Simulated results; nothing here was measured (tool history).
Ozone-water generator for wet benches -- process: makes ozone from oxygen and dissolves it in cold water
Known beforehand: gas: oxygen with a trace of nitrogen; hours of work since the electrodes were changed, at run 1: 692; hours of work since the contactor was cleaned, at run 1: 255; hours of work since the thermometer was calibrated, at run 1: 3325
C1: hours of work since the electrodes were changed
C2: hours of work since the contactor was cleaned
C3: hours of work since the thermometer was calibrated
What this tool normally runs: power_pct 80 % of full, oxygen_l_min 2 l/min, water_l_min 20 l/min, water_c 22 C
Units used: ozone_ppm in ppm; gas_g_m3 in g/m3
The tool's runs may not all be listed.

{"run": 1, "day": 0.0, "power_pct": 80, "oxygen_l_min": 2, "water_l_min": 20, "water_c": 22, "C1": 692, "C2": 255, "C3": 3325, "ozone_ppm": 13.8, "gas_g_m3": 234.2}
{"run": 2, "day": 1.029, "power_pct": 80, "oxygen_l_min": 2, "water_l_min": 20, "water_c": 22, "C1": 714, "C2": 277, "C3": 3347, "ozone_ppm": 13.9, "gas_g_m3": 232.4}
{"run": 3, "day": 2.1, "power_pct": 80, "oxygen_l_min": 2, "water_l_min": 20, "water_c": 22, "C1": 737, "C2": 300, "C3": 3370, "ozone_ppm": 13.8, "gas_g_m3": 232.1}
{"run": 4, "day": 3.1, "power_pct": 80, "oxygen_l_min": 2, "water_l_min": 20, "water_c": 23, "C1": 759, "C2": 322, "C3": 3392, "ozone_ppm": 13.7, "gas_g_m3": 231.7}
{"run": 5, "day": 4.458, "power_pct": 80, "oxygen_l_min": 2, "water_l_min": 20, "water_c": 22, "C1": 788, "C2": 351, "C3": 3421, "ozone_ppm": 13.8, "gas_g_m3": 231.1}
{"run": 6, "day": 5.962, "power_pct": 80, "oxygen_l_min": 2, "water_l_min": 20, "water_c": 22, "C1": 820, "C2": 384, "C3": 3453, "ozone_ppm": 13.5, "gas_g_m3": 232.6}
{"run": 7, "day": 6.904, "power_pct": 80, "oxygen_l_min": 2, "water_l_min": 20, "water_c": 22, "C1": 841, "C2": 404, "C3": 3474, "ozone_ppm": 13.6, "gas_g_m3": 231.4}
{"run": 8, "day": 8.054, "power_pct": 79, "oxygen_l_min": 3.5, "water_l_min": 17, "water_c": 22, "C1": 865, "C2": 429, "C3": 3498, "ozone_ppm": 16.4, "gas_g_m3": 165.3}
{"run": 9, "day": 9.304, "power_pct": 79, "oxygen_l_min": 1.75, "water_l_min": 17, "water_c": 15, "C1": 892, "C2": 456, "C3": 3525, "ozone_ppm": 16.4, "gas_g_m3": 248.1}
{"run": 10, "day": 10.342, "power_pct": 80, "oxygen_l_min": 1.49, "water_l_min": 20, "water_c": 18, "C1": 915, "C2": 478, "C3": 3548, "ozone_ppm": 13.3, "gas_g_m3": 274.4}
{"run": 11, "day": 12.288, "power_pct": 60, "oxygen_l_min": 3.31, "water_l_min": 29, "water_c": 25, "C1": 956, "C2": 520, "C3": 3590, "ozone_ppm": 7.6, "gas_g_m3": 133.9}
{"day": 13.338, "done": "water thermometer calibrated"}
{"run": 12, "day": 14.442, "power_pct": 60, "oxygen_l_min": 3.31, "water_l_min": 27, "water_c": 24, "C1": 1002, "C2": 566, "C3": 24, "ozone_ppm": 8.2, "gas_g_m3": 133.5}
{"run": 13, "day": 15.662, "power_pct": 60, "oxygen_l_min": 3.31, "water_l_min": 27, "water_c": 24, "C1": 1029, "C2": 592, "C3": 50, "ozone_ppm": 8.1, "gas_g_m3": 131.8}

Entry by entry between the runs, the difference in hidden state between the last listed run before and the first listed run after:
Run 11 -> run 12: water thermometer calibrated (day 13.338)
  yield of the discharge, % of new electrodes': 97.9 -> 97.8; true water temperature over the reading, C: 0.33 -> -0.06
  difference, measured minus the result without the unlogged condition, ozone_ppm: -0.2 -> -0.2 ppm; gas_g_m3: -2.5 -> -2.6 g/m3
